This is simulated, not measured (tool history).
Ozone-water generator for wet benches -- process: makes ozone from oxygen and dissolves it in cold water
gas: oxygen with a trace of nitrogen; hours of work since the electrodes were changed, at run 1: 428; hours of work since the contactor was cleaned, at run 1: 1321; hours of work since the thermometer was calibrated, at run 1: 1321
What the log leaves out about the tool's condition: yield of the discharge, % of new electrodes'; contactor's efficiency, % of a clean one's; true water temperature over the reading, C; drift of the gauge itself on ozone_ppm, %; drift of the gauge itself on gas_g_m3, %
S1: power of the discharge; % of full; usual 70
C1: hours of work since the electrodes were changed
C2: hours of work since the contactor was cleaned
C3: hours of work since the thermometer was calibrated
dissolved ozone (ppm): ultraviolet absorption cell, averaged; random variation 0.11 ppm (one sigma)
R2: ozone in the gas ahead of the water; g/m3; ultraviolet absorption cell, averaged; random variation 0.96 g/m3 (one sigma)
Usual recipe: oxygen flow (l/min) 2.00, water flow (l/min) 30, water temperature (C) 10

Run 1, hour 0.0: usual settings; C1 428; C2 1321; C3 1321. Result: dissolved ozone (ppm) 6.5, R2 165.3 g/m3.
Run 2, hour 76.0: usual settings but water temperature (C) 8; C1 502; C2 1395; C3 1395. Result: dissolved ozone (ppm) 6.5, R2 164.7 g/m3.
Run 3, hour 170.0: usual settings but water temperature (C) 8; C1 593; C2 1486; C3 1486. Result: dissolved ozone (ppm) 6.6, R2 163.3 g/m3.
Run 4, hour 288.8: usual settings but water temperature (C) 8; C1 708; C2 1601; C3 1601. Result: dissolved ozone (ppm) 6.6, R2 165.3 g/m3.
Run 5, hour 385.4: usual settings but water temperature (C) 8; C1 802; C2 1695; C3 1695. Result: dissolved ozone (ppm) 6.7, R2 164.2 g/m3.
Run 6, hour 514.8: usual settings but water flow (l/min) 31, water temperature (C) 8; C1 927; C2 1820; C3 1820. Result: dissolved ozone (ppm) 6.4, R2 164.3 g/m3.
Run 7, hour 651.3: usual settings; C1 1059; C2 1952; C3 1952. Result: dissolved ozone (ppm) 6.5, R2 164.7 g/m3.
Run 8, hour 788.5: usual settings; C1 1193; C2 2085; C3 2085. Result: dissolved ozone (ppm) 6.5, R2 164.5 g/m3.
Run 9, hour 920.3: usual settings but water flow (l/min) 40; C1 1320; C2 2213; C3 2213. Result: dissolved ozone (ppm) 4.8, R2 165.0 g/m3.
Run 10, hour 980.0: usual settings; C1 1378; C2 2271; C3 2271. Result: dissolved ozone (ppm) 6.5, R2 162.4 g/m3.
At hour 1034.8: contactor cleaned.
Run 11, hour 1069.3: usual settings; C1 1461; C2 33; C3 2354. Result: dissolved ozone (ppm) 6.4, R2 166.3 g/m3.
Run 12, hour 1163.3: usual settings; C1 1552; C2 125; C3 2445. Result: dissolved ozone (ppm) 6.6, R2 166.1 g/m3.
Run 13, hour 1235.0: usual settings; C1 1622; C2 194; C3 2515. Result: dissolved ozone (ppm) 6.6, R2 164.3 g/m3.
Run 14, hour 1349.5: usual settings; C1 1733; C2 305; C3 2626. Result: dissolved ozone (ppm) 6.4, R2 163.7 g/m3.
Run 15, hour 1414.9: usual settings; C1 1796; C2 369; C3 2689. Result: dissolved ozone (ppm) 6.6, R2 165.5 g/m3.
Run 16, hour 1471.1: usual settings but S1 90 % of full; C1 1851; C2 423; C3 2744. Result: dissolved ozone (ppm) 8.1, R2 209.3 g/m3.
Run 17, hour 1597.1: usual settings but S1 71 % of full, oxygen flow (l/min) 1.98, water flow (l/min) 38, water temperature (C) 18; C1 1973; C2 545; C3 2866. Result: dissolved ozone (ppm) 5.0, R2 167.4 g/m3.
Run 18, hour 1715.5: usual settings but S1 47 % of full; C1 2088; C2 660; C3 2980. Result: dissolved ozone (ppm) 4.5, R2 112.4 g/m3.
Run 19, hour 1850.0: usual settings but S1 100 % of full, oxygen flow (l/min) 1.79, water flow (l/min) 35; C1 2218; C2 790; C3 3111. Result: dissolved ozone (ppm) 7.3, R2 243.4 g/m3.
Run 20, hour 1956.7: usual settings but S1 100 % of full, oxygen flow (l/min) 1.68, water flow (l/min) 35, water temperature (C) 6; C1 2321; C2 894; C3 3214. Result: dissolved ozone (ppm) 7.2, R2 253.3 g/m3.
Run 21, hour 2026.7: usual settings but S1 100 % of full, oxygen flow (l/min) 1.68, water flow (l/min) 35, water temperature (C) 6; C1 2389; C2 962; C3 3282. Result: dissolved ozone (ppm) 7.3, R2 252.6 g/m3.
Run 22, hour 2111.1: usual settings but S1 100 % of full, oxygen flow (l/min) 1.68, water flow (l/min) 35, water temperature (C) 6; C1 2471; C2 1044; C3 3364. Result: dissolved ozone (ppm) 7.4, R2 252.0 g/m3.
Run 23, hour 2171.7: usual settings but water flow (l/min) 19; C1 2530; C2 1102; C3 3423. Result: dissolved ozone (ppm) 10.4, R2 165.4 g/m3.
Run 24, hour 2256.5: usual settings but S1 42 % of full; C1 2612; C2 1185; C3 3505. Result: dissolved ozone (ppm) 4.2, R2 100.8 g/m3.
Run 25, hour 2368.1: usual settings but S1 44 % of full, oxygen flow (l/min) 1.93, water temperature (C) 11; C1 2720; C2 1293; C3 3613. Result: dissolved ozone (ppm) 4.1, R2 107.8 g/m3.
Run 26, hour 2456.3: usual settings but S1 68 % of full, oxygen flow (l/min) 3.30, water flow (l/min) 22, water temperature (C) 15; C1 2806; C2 1378; C3 3699. Result: dissolved ozone (ppm) 9.4, R2 124.2 g/m3.
Run 27, hour 2533.0: usual settings but S1 99 % of full, oxygen flow (l/min) 3.30, water flow (l/min) 48, water temperature (C) 8; C1 2880; C2 1453; C3 3773. Result: dissolved ozone (ppm) 6.5, R2 176.4 g/m3.
Run 28, hour 2664.6: usual settings but S1 99 % of full, oxygen flow (l/min) 3.30, water flow (l/min) 48, water temperature (C) 8; C1 3008; C2 1580; C3 3901. Result: dissolved ozone (ppm) 6.6, R2 178.7 g/m3.
Run 29, hour 2741.5: usual settings but S1 46 % of full; C1 3083; C2 1655; C3 3975. Result: dissolved ozone (ppm) 4.3, R2 109.7 g/m3.
Run 30, hour 2825.6: usual settings but S1 46 % of full; C1 3164; C2 1737; C3 4057. Result: dissolved ozone (ppm) 4.7, R2 111.2 g/m3.
Run 31, hour 2959.4: usual settings but S1 93 % of full; C1 3294; C2 1866; C3 4187. Result: dissolved ozone (ppm) 8.7, R2 215.9 g/m3.
Run 32, hour 3060.1: usual settings but S1 93 % of full; C1 3391; C2 1964; C3 4284. Result: dissolved ozone (ppm) 8.5, R2 216.3 g/m3.

Predict each of these 4 candidate next runs independently; none follows another, all start after run 32:
Run A, hour 3115.6: usual settings but oxygen flow (l/min) 1.38, water flow (l/min) 24; C1 3445; C2 2018; C3 4338. Result: dissolved ozone (ppm) ?, R2 ?.
Run B, hour 3115.6: usual settings but S1 80 % of full, oxygen flow (l/min) 1.99, water temperature (C) 15; C1 3445; C2 2018; C3 4338. Result: dissolved ozone (ppm) ?, R2 ?.
Run C, hour 3115.6: usual settings but S1 94 % of full, water temperature (C) 9; C1 3445; C2 2018; C3 4338. Result: dissolved ozone (ppm) ?, R2 ?.
Run D, hour 3115.6: usual settings but S1 93 % of full; C1 3445; C2 2018; C3 4338. Result: dissolved ozone (ppm) ?, R2 ?.

run  dissolved ozone (ppm)     R2
  A                    7.1  197.3
  B                    7.3  187.2
  C                    8.8  215.9
  D                    8.3  216.5
With the hidden condition removed and each run's random variation left untouched, the same runs would have given:
run  dissolved ozone (ppm)     R2
  A                    7.2  197.5
  B                    7.3  187.4
  C                    8.8  216.2
  D                    8.3  216.8
